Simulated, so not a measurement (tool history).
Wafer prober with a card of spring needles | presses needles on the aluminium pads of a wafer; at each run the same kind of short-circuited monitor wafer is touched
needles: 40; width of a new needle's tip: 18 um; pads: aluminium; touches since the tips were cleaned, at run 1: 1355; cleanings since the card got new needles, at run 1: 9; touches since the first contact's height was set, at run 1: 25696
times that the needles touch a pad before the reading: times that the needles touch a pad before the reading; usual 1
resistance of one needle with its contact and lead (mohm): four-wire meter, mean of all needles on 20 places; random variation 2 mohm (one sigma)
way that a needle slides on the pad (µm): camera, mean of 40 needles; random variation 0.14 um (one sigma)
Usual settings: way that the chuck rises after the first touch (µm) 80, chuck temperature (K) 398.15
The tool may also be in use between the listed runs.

run	hour	way that the chuck rises after the first touch (µm)	chuck temperature (K)	times that the needles touch a pad before the reading	touches since the tips were cleaned	cleanings since the card got new needles	touches since the first contact's height was set	resistance of one needle with its contact and lead (mohm)	way that a needle slides on the pad (µm)
1	0.0	80	398.15	1	1355	9	25696	208	12.08
# hour 2.7: tips cleaned on abrasive film
# hour 9.0: tips cleaned on abrasive film
# hour 15.5: tips cleaned on abrasive film
# hour 22.0: tips cleaned on abrasive film
2	24.6	80	398.15	1	1139	13	36049	211	12.23
# hour 28.5: tips cleaned on abrasive film
# hour 35.1: tips cleaned on abrasive film
3	35.3	80	398.15	1	81	15	40504	209	12.39
# hour 40.6: tips cleaned on abrasive film
# hour 47.2: tips cleaned on abrasive film
4	51.0	80	299.15	1	1592	17	47114	187	12.25
# hour 53.7: tips cleaned on abrasive film
# hour 60.6: tips cleaned on abrasive film
# hour 67.2: tips cleaned on abrasive film
5	69.8	80	299.15	1	1121	20	55040	188	12.41
# hour 73.9: tips cleaned on abrasive film
# hour 79.4: tips cleaned on abrasive film
# hour 85.8: tips cleaned on abrasive film
6	85.8	99	398.15	1	0	23	61759	204	15.01
# hour 92.3: tips cleaned on abrasive film
7	97.2	99	398.15	1	2071	24	66565	208	14.73
# hour 98.6: tips cleaned on abrasive film
# hour 105.5: tips cleaned on abrasive film
# hour 112.2: tips cleaned on abrasive film
8	116.8	99	398.15	1	1947	27	74799	209	15.03
# hour 118.2: tips cleaned on abrasive film
# hour 125.0: tips cleaned on abrasive film
# hour 131.8: tips cleaned on abrasive film
# hour 138.3: tips cleaned on abrasive film
9	141.7	99	398.15	1	1447	31	85263	206	15.28
# hour 144.3: tips cleaned on abrasive film
# hour 149.8: tips cleaned on abrasive film
10	152.9	80	398.15	1	1319	33	89954	211	12.20
# hour 155.7: tips cleaned on abrasive film
# hour 162.0: tips cleaned on abrasive film
11	164.6	80	373.15	1	1117	35	94878	207	12.23
# hour 168.7: tips cleaned on abrasive film
# hour 175.3: tips cleaned on abrasive film
# hour 180.8: tips cleaned on abrasive film
12	186.0	80	398.15	1	2211	38	103878	209	11.95
# hour 187.4: tips cleaned on abrasive film
# hour 194.2: tips cleaned on abrasive film
# hour 201.1: tips cleaned on abrasive film
# hour 207.2: tips cleaned on abrasive film
13	207.2	80	398.15	1	0	42	112756	209	12.07
# hour 213.7: tips cleaned on abrasive film
# hour 220.4: tips cleaned on abrasive film
# hour 227.2: tips cleaned on abrasive film
14	229.5	80	398.15	1	1003	45	122174	209	11.88
# hour 233.5: tips cleaned on abrasive film
# hour 238.9: tips cleaned on abrasive film
# hour 245.6: tips cleaned on abrasive film
15	246.3	80	398.15	1	279	48	129215	212	12.26
# hour 251.8: tips cleaned on abrasive film
# hour 258.6: tips cleaned on abrasive film
16	263.1	99	398.15	1	1918	50	136300	207	14.94
# hour 264.5: tips cleaned on abrasive film
# hour 271.2: tips cleaned on abrasive film
# hour 277.7: tips cleaned on abrasive film
# hour 284.3: tips cleaned on abrasive film
17	284.3	99	398.15	1	0	54	145190	207	15.21
# hour 290.9: tips cleaned on abrasive film
# hour 297.7: tips cleaned on abrasive film
18	298.0	94	332.15	2	136	56	150960	192	14.38
# hour 303.2: tips cleaned on abrasive film
# hour 310.1: tips cleaned on abrasive film
# hour 316.6: tips cleaned on abrasive film
19	317.0	94	332.15	2	134	59	158918	194	14.11
# hour 323.3: tips cleaned on abrasive film
# hour 330.0: tips cleaned on abrasive film
# hour 336.3: tips cleaned on abrasive film
20	336.3	73	314.15	2	0	62	167070	192	11.15
# hour 343.1: tips cleaned on abrasive film
# hour 349.9: tips cleaned on abrasive film
21	350.2	75	299.15	2	108	64	172892	188	11.55
# hour 356.4: tips cleaned on abrasive film
# hour 363.0: tips cleaned on abrasive film
# hour 369.8: tips cleaned on abrasive film
22	370.3	77	307.15	1	198	67	181363	189	11.82
# hour 375.6: tips cleaned on abrasive film
# hour 381.9: tips cleaned on abrasive film
23	385.8	77	307.15	2	1650	69	187877	188	11.70
# hour 388.5: tips cleaned on abrasive film
# hour 394.9: tips cleaned on abrasive film
# hour 400.4: tips cleaned on abrasive film
24	403.4	77	307.15	2	1268	72	195270	192	11.50
# hour 406.2: tips cleaned on abrasive film
# hour 413.0: tips cleaned on abrasive film
# hour 413.3: height of the first contact set anew
25	415.4	77	307.15	2	922	74	922	187	11.51
# hour 419.6: tips cleaned on abrasive film
# hour 426.2: tips cleaned on abrasive film
# hour 432.7: tips cleaned on abrasive film
26	433.8	77	307.15	2	465	77	8623	193	11.77
# hour 439.3: tips cleaned on abrasive film
# hour 446.0: tips cleaned on abrasive film
27	448.5	80	359.15	2	1061	79	14817	201	12.11

4 ways to go on from here, each from the tool as it stands after run 27. What would each give?
# hour 452.4: tips cleaned on abrasive film
# hour 457.8: tips cleaned on abrasive film
# hour 464.3: tips cleaned on abrasive film
# hour 470.8: tips cleaned on abrasive film
A	470.8	82	359.15	2	0	83	24193	?	?
# hour 452.4: tips cleaned on abrasive film
# hour 457.8: tips cleaned on abrasive film
# hour 464.3: tips cleaned on abrasive film
# hour 470.8: tips cleaned on abrasive film
B	470.8	80	359.15	1	0	83	24193	?	?
# hour 452.4: tips cleaned on abrasive film
# hour 457.8: tips cleaned on abrasive film
# hour 464.3: tips cleaned on abrasive film
# hour 470.8: tips cleaned on abrasive film
C	470.8	80	303.15	1	0	83	24193	?	?
# hour 452.4: tips cleaned on abrasive film
# hour 457.8: tips cleaned on abrasive film
# hour 464.3: tips cleaned on abrasive film
# hour 470.8: tips cleaned on abrasive film
D	470.8	80	369.15	2	0	83	24193	?	?

run	resistance of one needle with its contact and lead (mohm)	way that a needle slides on the pad (µm)
A	200	12.34
B	201	12.31
C	189	12.06
D	203	12.21
Without the tool's hidden state the same runs would have given:
run	resistance of one needle with its contact and lead (mohm)	way that a needle slides on the pad (µm)
A	200	12.34
B	201	12.31
C	189	12.06
D	203	12.21
